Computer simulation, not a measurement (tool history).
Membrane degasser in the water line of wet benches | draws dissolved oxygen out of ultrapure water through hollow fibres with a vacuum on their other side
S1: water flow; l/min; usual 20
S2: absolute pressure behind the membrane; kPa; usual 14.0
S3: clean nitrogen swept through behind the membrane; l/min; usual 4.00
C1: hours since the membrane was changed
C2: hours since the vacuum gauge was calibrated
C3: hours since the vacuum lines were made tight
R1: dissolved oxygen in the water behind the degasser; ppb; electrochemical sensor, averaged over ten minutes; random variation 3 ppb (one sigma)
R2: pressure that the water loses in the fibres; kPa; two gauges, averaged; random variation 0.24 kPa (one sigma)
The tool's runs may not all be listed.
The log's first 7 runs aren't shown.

Run 8, hour 1787.9: usual settings; C1 6713; C2 301; C3 6001. Result: R1 347.5 ppb, R2 68.53 kPa.
Run 9, hour 2007.3: usual settings; C1 6932; C2 520; C3 6221. Result: R1 356.2 ppb, R2 69.23 kPa.
At hour 2036.5: seals of the vacuum lines changed.
Run 10, hour 2323.2: usual settings; C1 7246; C2 834; C3 287. Result: R1 355.0 ppb, R2 69.03 kPa.
Run 11, hour 2641.5: usual settings but S3 2.01 l/min; C1 7564; C2 1152; C3 605. Result: R1 470.7 ppb, R2 69.45 kPa.
Run 12, hour 2930.0: usual settings; C1 7853; C2 1441; C3 894. Result: R1 361.5 ppb, R2 69.36 kPa.
Run 13, hour 3124.6: usual settings; C1 8047; C2 1636; C3 1088. Result: R1 360.6 ppb, R2 69.87 kPa.
Run 14, hour 3310.1: usual settings; C1 8233; C2 1821; C3 1274. Result: R1 370.4 ppb, R2 69.36 kPa.
Run 15, hour 3467.0: usual settings; C1 8390; C2 1978; C3 1431. Result: R1 369.4 ppb, R2 69.69 kPa.
Run 16, hour 3753.3: usual settings; C1 8676; C2 2264; C3 1717. Result: R1 377.8 ppb, R2 69.84 kPa.
Run 17, hour 3900.8: usual settings but S1 27 l/min, S2 14.9 kPa; C1 8824; C2 2412; C3 1864. Result: R1 655.7 ppb, R2 94.86 kPa.

The next listed run, before its measurement:
Run 18, hour 4155.9: usual settings but S1 18 l/min, S2 17.1 kPa, S3 10.99 l/min; C1 9079; C2 2667; C3 2119. Result: R1 ?, R2 ?.

{"run 18": {"R1": 241.1, "R2": 63.42}}
Without the tool's hidden state the same run would have given R1 181.1 ppb, R2 57.53 kPa.
